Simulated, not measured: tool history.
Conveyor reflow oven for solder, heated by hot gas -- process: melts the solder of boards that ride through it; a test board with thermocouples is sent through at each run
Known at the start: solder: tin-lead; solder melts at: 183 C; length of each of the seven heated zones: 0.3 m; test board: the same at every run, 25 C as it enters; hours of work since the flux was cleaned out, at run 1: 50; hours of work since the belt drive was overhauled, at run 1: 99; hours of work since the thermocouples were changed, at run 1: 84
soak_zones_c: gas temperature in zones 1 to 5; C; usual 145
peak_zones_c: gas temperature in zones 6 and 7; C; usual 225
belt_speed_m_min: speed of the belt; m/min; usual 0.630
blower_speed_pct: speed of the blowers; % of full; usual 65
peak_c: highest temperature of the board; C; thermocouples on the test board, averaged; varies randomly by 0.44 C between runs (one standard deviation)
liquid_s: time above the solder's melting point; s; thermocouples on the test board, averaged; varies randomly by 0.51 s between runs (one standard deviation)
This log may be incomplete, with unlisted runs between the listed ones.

| run | hour | soak_zones_c | peak_zones_c | belt_speed_m_min | blower_speed_pct | hours of work since the flux was cleaned out | hours of work since the belt drive was overhauled | hours of work since the thermocouples were changed | peak_c | liquid_s |
|---|---|---|---|---|---|---|---|---|---|---|
| 1 | 0.0 | 145 | 225 | 0.630 | 65 | 50 | 99 | 84 | 205.4 | 35.1 |
| 2 | 5.8 | 145 | 225 | 0.630 | 65 | 52 | 102 | 87 | 205.5 | 34.6 |
| 3 | 16.0 | 145 | 225 | 0.630 | 65 | 57 | 107 | 92 | 205.5 | 34.4 |
| 4 | 23.4 | 145 | 225 | 0.630 | 65 | 61 | 110 | 95 | 204.6 | 34.5 |
| 5 | 33.1 | 145 | 225 | 0.630 | 65 | 65 | 115 | 100 | 205.5 | 35.4 |
| 6 | 41.8 | 145 | 225 | 0.630 | 65 | 69 | 119 | 104 | 204.5 | 35.3 |
| 7 | 50.2 | 145 | 225 | 0.630 | 65 | 73 | 123 | 108 | 204.8 | 34.6 |
| 8 | 59.4 | 145 | 236 | 0.630 | 65 | 78 | 127 | 112 | 213.3 | 40.9 |
| 9 | 68.8 | 145 | 236 | 0.630 | 65 | 82 | 132 | 116 | 213.6 | 40.0 |
| 10 | 75.8 | 145 | 225 | 0.630 | 65 | 85 | 135 | 120 | 204.9 | 35.3 |
|  | 81.4 | flux residue cleaned out of gas plates and filters |
| 11 | 88.0 | 145 | 225 | 0.630 | 65 | 3 | 138 | 123 | 205.1 | 35.1 |
| 12 | 94.6 | 145 | 225 | 0.630 | 65 | 6 | 142 | 126 | 204.6 | 35.1 |
| 13 | 102.7 | 145 | 225 | 0.630 | 65 | 10 | 145 | 130 | 204.4 | 33.4 |
| 14 | 108.1 | 145 | 230 | 0.542 | 65 | 13 | 148 | 133 | 213.2 | 48.4 |
| 15 | 116.0 | 153 | 229 | 0.518 | 65 | 16 | 152 | 136 | 215.0 | 55.7 |
| 16 | 124.5 | 153 | 229 | 0.518 | 65 | 20 | 156 | 140 | 215.2 | 55.3 |
|  | 137.0 | flux residue cleaned out of gas plates and filters, once more |
| 17 | 139.7 | 146 | 229 | 0.518 | 50 | 1 | 160 | 145 | 211.3 | 50.0 |
| 18 | 144.1 | 148 | 221 | 0.537 | 65 | 3 | 162 | 147 | 207.0 | 46.2 |
| 19 | 150.4 | 159 | 221 | 0.533 | 62 | 6 | 165 | 150 | 209.1 | 52.2 |
| 20 | 156.2 | 159 | 221 | 0.533 | 62 | 9 | 168 | 153 | 209.3 | 52.3 |
| 21 | 167.0 | 159 | 225 | 0.529 | 65 | 14 | 173 | 158 | 211.9 | 56.0 |
| 22 | 176.4 | 159 | 225 | 0.529 | 65 | 18 | 178 | 162 | 212.7 | 55.5 |
| 23 | 182.4 | 159 | 229 | 0.529 | 65 | 21 | 180 | 165 | 216.3 | 58.5 |
| 24 | 190.3 | 159 | 229 | 0.529 | 65 | 25 | 184 | 169 | 217.1 | 60.2 |
| 25 | 195.3 | 159 | 229 | 0.529 | 65 | 27 | 186 | 171 | 216.0 | 58.6 |
| 26 | 203.3 | 145 | 225 | 0.569 | 65 | 31 | 190 | 175 | 209.1 | 42.6 |

Describe how what the log doesn't record of the tool's condition differs between the last listed run preceding each entry between runs and the first listed run following it.
From run 10 to run 11: flux residue cleaned out of gas plates and filters (hour 81.4)
  heat that the gas passes to the board, % of a clean oven's: 97.5 -> 96.7; belt's true speed, % of the reading: 99.81 -> 99.8
  measured less the result without the state, peak_c: -0.8 -> -0.9 C; liquid_s: -0.8 -> -1.0 s
From run 16 to run 17: flux residue cleaned out of gas plates and filters, once more (hour 137.0)
  heat that the gas passes to the board, % of a clean oven's: 96.2 -> 99.9; belt's true speed, % of the reading: 99.77 -> 99.76
  measured less the result without the state, peak_c: -0.8 -> +0.0 C; liquid_s: -0.6 -> +0.1 s
